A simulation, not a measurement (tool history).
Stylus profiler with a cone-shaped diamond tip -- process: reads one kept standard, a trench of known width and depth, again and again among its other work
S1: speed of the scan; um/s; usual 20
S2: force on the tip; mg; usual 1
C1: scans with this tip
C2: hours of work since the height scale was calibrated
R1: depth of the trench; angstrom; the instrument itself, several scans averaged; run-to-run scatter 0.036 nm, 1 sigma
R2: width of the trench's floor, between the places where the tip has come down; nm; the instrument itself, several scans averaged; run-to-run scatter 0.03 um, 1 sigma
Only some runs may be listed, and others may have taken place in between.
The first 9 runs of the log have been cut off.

{"run": 10, "hour": 205.4, "S1": 20, "S2": 1, "C1": 6315, "C2": 909, "R1": 1008.5, "R2": 17680}
{"run": 11, "hour": 228.9, "S1": 20, "S2": 2.33, "C1": 6443, "C2": 927, "R1": 1014, "R2": 17680}
{"run": 12, "hour": 243.8, "S1": 20, "S2": 2.33, "C1": 6525, "C2": 939, "R1": 1014.1, "R2": 17730}
{"run": 13, "hour": 258.6, "S1": 10, "S2": 1, "C1": 6605, "C2": 951, "R1": 1009.2, "R2": 17710}
{"run": 14, "hour": 284.7, "S1": 25, "S2": 1, "C1": 6747, "C2": 971, "R1": 1008.7, "R2": 17670}
{"run": 15, "hour": 309.5, "S1": 65, "S2": 1, "C1": 6883, "C2": 991, "R1": 1009.1, "R2": 17500}
{"run": 16, "hour": 336.9, "S1": 65, "S2": 1, "C1": 7032, "C2": 1012, "R1": 1008.8, "R2": 17440}
{"run": 17, "hour": 358.6, "S1": 71, "S2": 1.8, "C1": 7150, "C2": 1029, "R1": 1012.6, "R2": 17610}
{"run": 18, "hour": 376.2, "S1": 71, "S2": 1.8, "C1": 7246, "C2": 1043, "R1": 1013, "R2": 17530}
{"run": 19, "hour": 409.3, "S1": 24, "S2": 2.26, "C1": 7427, "C2": 1069, "R1": 1013.9, "R2": 17630}
{"run": 20, "hour": 432.2, "S1": 7, "S2": 2.36, "C1": 7552, "C2": 1087, "R1": 1014.5, "R2": 17650}
{"run": 21, "hour": 449.9, "S1": 7, "S2": 2.36, "C1": 7648, "C2": 1101, "R1": 1014.3, "R2": 17710}
{"run": 22, "hour": 463.6, "S1": 27, "S2": 0.45, "C1": 7723, "C2": 1112, "R1": 1006.4, "R2": 17550}
{"run": 23, "hour": 490.5, "S1": 21, "S2": 0.75, "C1": 7870, "C2": 1133, "R1": 1007.3, "R2": 17640}
{"run": 24, "hour": 517.2, "S1": 40, "S2": 2.14, "C1": 8015, "C2": 1154, "R1": 1013.7, "R2": 17590}
{"run": 25, "hour": 548.4, "S1": 40, "S2": 2.14, "C1": 8185, "C2": 1178, "R1": 1013.8, "R2": 17580}
{"run": 26, "hour": 564.4, "S1": 12, "S2": 0.58, "C1": 8272, "C2": 1191, "R1": 1007.3, "R2": 17630}
{"run": 27, "hour": 589.8, "S1": 12, "S2": 0.58, "C1": 8411, "C2": 1211, "R1": 1007.4, "R2": 17590}
{"run": 28, "hour": 620.9, "S1": 70, "S2": 2.22, "C1": 8581, "C2": 1235, "R1": 1014, "R2": 17500}
{"run": 29, "hour": 650.5, "S1": 52, "S2": 2.54, "C1": 8742, "C2": 1258, "R1": 1015.9, "R2": 17490}
{"run": 30, "hour": 669.6, "S1": 11, "S2": 0.44, "C1": 8846, "C2": 1273, "R1": 1006.9, "R2": 17580}
{"run": 31, "hour": 685.9, "S1": 7, "S2": 2.36, "C1": 8935, "C2": 1286, "R1": 1014.6, "R2": 17600}

Below are 3 alternative next runs, each starting from the tool's condition after run 31. Predict each:
{"run": "A", "hour": 714.6, "S1": 45, "S2": 1.22, "C1": 9091, "C2": 1309, "R1": "?", "R2": "?"}
{"run": "B", "hour": 714.6, "S1": 8, "S2": 1, "C1": 9091, "C2": 1309, "R1": "?", "R2": "?"}
{"run": "C", "hour": 714.6, "S1": 20, "S2": 2.71, "C1": 9091, "C2": 1309, "R1": "?", "R2": "?"}

run=A R1=1010.4 R2=17520
run=B R1=1009.3 R2=17590
run=C R1=1016.2 R2=17590
Had the tool no hidden state, the same runs would have come out as:
run=A R1=1008 R2=17910
run=B R1=1007 R2=17980
run=C R1=1013.9 R2=17980

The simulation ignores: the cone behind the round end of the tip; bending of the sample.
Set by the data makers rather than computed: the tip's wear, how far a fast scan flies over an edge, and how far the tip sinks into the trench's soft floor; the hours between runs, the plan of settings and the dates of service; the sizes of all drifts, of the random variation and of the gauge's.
